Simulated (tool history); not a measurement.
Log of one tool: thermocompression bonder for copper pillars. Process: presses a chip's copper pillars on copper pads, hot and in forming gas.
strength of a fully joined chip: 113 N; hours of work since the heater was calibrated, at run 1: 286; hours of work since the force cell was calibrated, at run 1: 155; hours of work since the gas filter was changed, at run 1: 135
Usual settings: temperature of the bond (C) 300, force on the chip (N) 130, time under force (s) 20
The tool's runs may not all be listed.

run   hour  temperature of the bond (C)  force on the chip (N)  time under force (s)  hours of work since the heater was calibrated  hours of work since the force cell was calibrated  hours of work since the gas filter was changed  force that shears a chip off (N)
  1      0                          300                    130                    20                                            286                                                155                                             135                              52.1
  2   12.5                          300                    130                    20                                            293                                                162                                             142                                52
  3   22.6                          300                    130                    20                                            299                                                167                                             148                              51.4
  4   33.5                          300                    130                    20                                            305                                                174                                             154                              51.5
  5   42.3                          300                    130                    20                                            310                                                179                                             159                              51.6
  6   56.1                          300                    130                    20                                            318                                                186                                             167                              51.6
  7   67.9                          300                    130                    20                                            325                                                193                                             174                              52.5
  8   85.1                          300                    120                    20                                            334                                                203                                             183                              49.8
  9   98.9                          300                    120                    20                                            342                                                210                                             191                              50.1
 10  106.4                          300                    130                    20                                            346                                                215                                             195                              51.6
 11  118.8                          300                     86                    17                                            353                                                222                                             202                              39.7
 12    133                          294                    145                    14                                            361                                                230                                             210                              45.4
 13  141.1                          326                    101                    14                                            366                                                234                                             215                              50.3
 14  157.7                          270                    171                    32                                            375                                                244                                             224                              52.5
 15  174.8                          292                    107                    13                                            385                                                253                                             234                              36.8
 16  184.2                          292                    107                    13                                            390                                                259                                             239                              36.9
 17    201                          292                    107                    13                                            400                                                268                                             249                              36.6
 18  210.8                          292                     95                    58                                            405                                                274                                             254                              59.9
 19  226.1                          300                    182                    30                                            414                                                282                                             263                              67.9
 20  236.8                          300                    130                    23                                            420                                                288                                             269                              53.8

Measured less the same run without the tool's hidden state. The same run-to-run variation is in both; the gauge's scatter may not be:
The hidden state here: true temperature of the bond over the reading, C; force that reaches the chip, % of what is set; oxide that the forming gas leaves, % of the face; drift of the gauge itself on shear_n, %.
run  force that shears a chip off (N)
  1                              -0.3
  2                              -0.3
  3                              -0.4
  4                              -0.4
  5                              -0.4
  6                              -0.4
  7                              -0.4
  8                              -0.5
  9                              -0.5
 10                              -0.5
 11                              -0.3
 12                              -0.4
 13                              -0.8
 14                              -0.4
 15                              -0.2
 16                              -0.3
 17                              -0.3
 18                              -1.1
 19                              -1.7
 20                                -1
